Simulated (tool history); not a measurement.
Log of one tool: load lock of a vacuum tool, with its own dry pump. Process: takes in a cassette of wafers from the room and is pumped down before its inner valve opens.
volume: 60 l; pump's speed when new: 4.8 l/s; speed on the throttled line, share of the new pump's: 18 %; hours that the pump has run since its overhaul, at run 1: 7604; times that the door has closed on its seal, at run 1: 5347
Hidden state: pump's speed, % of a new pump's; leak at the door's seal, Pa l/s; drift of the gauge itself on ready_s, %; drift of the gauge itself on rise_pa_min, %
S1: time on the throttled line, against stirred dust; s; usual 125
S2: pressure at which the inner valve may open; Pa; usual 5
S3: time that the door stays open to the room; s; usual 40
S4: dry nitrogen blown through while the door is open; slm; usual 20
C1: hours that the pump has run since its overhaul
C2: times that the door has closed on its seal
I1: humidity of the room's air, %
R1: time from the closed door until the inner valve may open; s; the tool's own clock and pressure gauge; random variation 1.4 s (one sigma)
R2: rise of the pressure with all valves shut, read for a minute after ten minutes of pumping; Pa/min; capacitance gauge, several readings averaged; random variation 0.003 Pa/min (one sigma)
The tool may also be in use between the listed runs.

run	day	S1	S2	S3	S4	C1	C2	I1	R1	R2
1	0.000	125	5	40	20	7604	5347	45.5	237.5	0.045
2	8.912	125	5	40	20	7818	5627	47.5	238.8	0.043
3	20.188	125	5	40	20	8088	5981	43.7	239.5	0.052
4	36.283	66	5	40	20	8475	6486	43.0	189.1	0.047
5	45.442	105	5	40	20	8695	6773	46.3	224.6	0.058
6	60.388	105	6	40	20	9053	7242	47.2	219.2	0.050
7	68.742	125	5	40	20	9254	7504	45.3	243.3	0.051
8	79.100	125	5	40	20	9502	7829	43.4	242.9	0.049
9	87.983	125	7	40	20	9716	8108	45.3	237.3	0.062
10	95.458	125	8	40	20	9895	8342	45.6	234.0	0.060
11	109.892	125	8	40	20	10241	8795	46.3	233.6	0.056
12	127.542	125	5	40	20	10665	9349	47.3	240.5	0.066
13	143.162	125	5	40	20	11040	9839	46.5	242.7	0.066
14	159.600	125	5	40	20	11434	10355	45.9	244.8	0.064
15	169.567	125	5	40	20	11674	10668	46.7	246.0	0.076
16	180.125	125	5	37	4	11927	10999	46.5	244.5	0.088
17	190.754	125	5	37	4	12182	11332	46.0	244.3	0.085
18	199.771	125	5	235	41	12399	11615	45.4	249.6	0.101
19	212.238	117	5	228	14	12698	12006	48.6	239.8	0.133
20	229.817	117	8	163	14	13120	12558	45.1	232.8	0.112
21	240.162	97	8	188	14	13368	12883	39.6	219.8	0.115
22	254.392	62	9	188	14	13709	13329	43.6	188.9	0.120
23	269.883	62	9	220	14	14081	13815	42.7	188.9	0.129
24	279.708	201	5	118	5	14317	14124	48.9	306.7	0.136
25	291.354	201	5	118	5	14596	14489	45.7	311.1	0.130
26	306.925	125	10	95	20	14970	14978	43.2	234.1	0.113

4 ways to go on from here, each from the tool as it stands after run 26. What would each give?
A	323.954	125	6	40	5	15379	15512	46.2	?	?
B	323.954	171	6	95	20	15379	15512	46.1	?	?
C	323.954	77	8	40	20	15379	15512	49.7	?	?
D	323.954	125	10	53	20	15379	15512	46.6	?	?

run	R1	R2
A	246.8	0.120
B	285.6	0.123
C	202.0	0.111
D	235.9	0.113
Without the tool's hidden state the same runs would have given:
run	R1	R2
A	224.8	0.031
B	265.2	0.034
C	179.2	0.022
D	215.7	0.024
